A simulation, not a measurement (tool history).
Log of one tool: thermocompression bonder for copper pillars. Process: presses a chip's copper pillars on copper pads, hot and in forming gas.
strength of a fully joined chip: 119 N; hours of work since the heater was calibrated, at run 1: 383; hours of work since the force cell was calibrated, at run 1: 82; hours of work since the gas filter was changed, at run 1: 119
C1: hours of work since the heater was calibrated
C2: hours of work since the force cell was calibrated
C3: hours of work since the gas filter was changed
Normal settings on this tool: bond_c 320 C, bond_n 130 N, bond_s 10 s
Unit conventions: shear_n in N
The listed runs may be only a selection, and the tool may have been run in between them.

run 1 hour=0.0 | bond_c=320 bond_n=130 bond_s=10 | C1=383 C2=82 C3=119 | shear_n=73.5
run 2 hour=6.5 | bond_c=320 bond_n=130 bond_s=10 | C1=386 C2=85 C3=123 | shear_n=72.8
run 3 hour=11.2 | bond_c=320 bond_n=130 bond_s=10 | C1=388 C2=88 C3=125 | shear_n=72.6
run 4 hour=17.1 | bond_c=320 bond_n=130 bond_s=10 | C1=391 C2=91 C3=128 | shear_n=73.5
run 5 hour=24.7 | bond_c=320 bond_n=130 bond_s=10 | C1=395 C2=95 C3=132 | shear_n=72.6
run 6 hour=28.8 | bond_c=320 bond_n=130 bond_s=21 | C1=397 C2=97 C3=134 | shear_n=87.7
run 7 hour=35.4 | bond_c=320 bond_n=130 bond_s=21 | C1=401 C2=100 C3=137 | shear_n=87.6
run 8 hour=44.3 | bond_c=320 bond_n=130 bond_s=10 | C1=405 C2=105 C3=142 | shear_n=72.4
-- hour=45.7 forming gas filter changed
run 9 hour=50.9 | bond_c=320 bond_n=130 bond_s=10 | C1=408 C2=108 C3=3 | shear_n=76.2
run 10 hour=58.4 | bond_c=320 bond_n=130 bond_s=10 | C1=412 C2=111 C3=6 | shear_n=75.6
run 11 hour=65.0 | bond_c=294 bond_n=194 bond_s=10 | C1=415 C2=115 C3=10 | shear_n=73.4
run 12 hour=71.0 | bond_c=294 bond_n=194 bond_s=10 | C1=418 C2=118 C3=13 | shear_n=73.2
run 13 hour=76.9 | bond_c=320 bond_n=178 bond_s=24 | C1=421 C2=121 C3=16 | shear_n=102.3
run 14 hour=85.1 | bond_c=333 bond_n=173 bond_s=17 | C1=426 C2=125 C3=20 | shear_n=101.9
run 15 hour=91.4 | bond_c=312 bond_n=152 bond_s=12 | C1=429 C2=128 C3=23 | shear_n=79.5
run 16 hour=99.8 | bond_c=345 bond_n=106 bond_s=16 | C1=433 C2=133 C3=28 | shear_n=91.7
run 17 hour=109.1 | bond_c=345 bond_n=106 bond_s=16 | C1=438 C2=137 C3=32 | shear_n=92.5
run 18 hour=113.2 | bond_c=308 bond_n=95 bond_s=7 | C1=440 C2=139 C3=34 | shear_n=51.0
run 19 hour=120.4 | bond_c=320 bond_n=96 bond_s=10 | C1=444 C2=143 C3=38 | shear_n=65.6

Here are 4 independent what-if runs from the current tool condition. What would each one return?
run A hour=128.9 | bond_c=325 bond_n=88 bond_s=10 | C1=448 C2=147 C3=42 | shear_n=?
run B hour=128.9 | bond_c=320 bond_n=130 bond_s=10 | C1=448 C2=147 C3=42 | shear_n=?
run C hour=128.9 | bond_c=331 bond_n=130 bond_s=10 | C1=448 C2=147 C3=42 | shear_n=?
run D hour=128.9 | bond_c=320 bond_n=130 bond_s=17 | C1=448 C2=147 C3=42 | shear_n=?

run=A shear_n=65.3
run=B shear_n=74.9
run=C shear_n=81.7
run=D shear_n=86.3
Without the tool's hidden state the same runs would have given:
run=A shear_n=64.5
run=B shear_n=74.2
run=C shear_n=81.2
run=D shear_n=85.8
